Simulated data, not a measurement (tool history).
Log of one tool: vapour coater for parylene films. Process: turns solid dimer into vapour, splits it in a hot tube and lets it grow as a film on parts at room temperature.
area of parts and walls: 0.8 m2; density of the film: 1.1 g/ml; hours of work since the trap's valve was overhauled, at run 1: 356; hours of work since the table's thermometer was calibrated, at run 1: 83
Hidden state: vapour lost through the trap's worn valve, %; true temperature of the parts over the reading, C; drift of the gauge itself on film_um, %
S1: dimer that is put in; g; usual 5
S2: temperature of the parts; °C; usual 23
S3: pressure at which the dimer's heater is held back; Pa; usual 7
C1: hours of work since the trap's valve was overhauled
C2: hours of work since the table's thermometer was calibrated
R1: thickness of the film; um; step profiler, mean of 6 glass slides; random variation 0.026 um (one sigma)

run   hour  S1  S2    S3   C1   C2    R1
  1      0   5  23     7  356   83  2.87
  2   12.1   5  23     7  362   89  2.86
  3     24   5  26     7  368   95  2.64
  4   39.3   5  26     7  376  103  2.68
  5   54.8   5  16     7  384  111  3.37
  6   67.7   5  16     7  390  117  3.33
  7   81.6   5  23     7  397  124  2.82
  8   96.7   5  23  3.96  405  132  3.21
       102  -- trap's valve overhauled
  9  113.6   5  23     7    6  138  2.79
     131.9  -- trap's valve overhauled, once more
 10  131.9   5  23     7    0  146  3.04
 11  139.3   4  23     7    4  149  2.42
 12  153.4   6  23  4.68   11  157  3.88
 13  160.6   6  23  4.68   15  160   3.9
 14  171.6   6  23     7   20  166  3.59
 15    183   4  23     7   26  172  2.45
 16  192.2   8  32     7   30  176  3.89
 17  200.7   8  27     7   35  181  4.33
 18    208   4  21  2.47   38  184  3.08
 19  223.8   6  33  5.46   47  192  2.97

Forecast each of these 3 alternatives for the next run:
  A  231.1   3  31  2.42  50  196   ?
  B  231.1   3  33  5.46  50  196   ?
  C  231.1   8  19  2.91  50  196   ?

run    R1
  A  1.83
  B  1.48
  C  6.25
Without the tool's hidden state the same runs would have given:
run    R1
  A  1.85
  B  1.49
  C  6.32
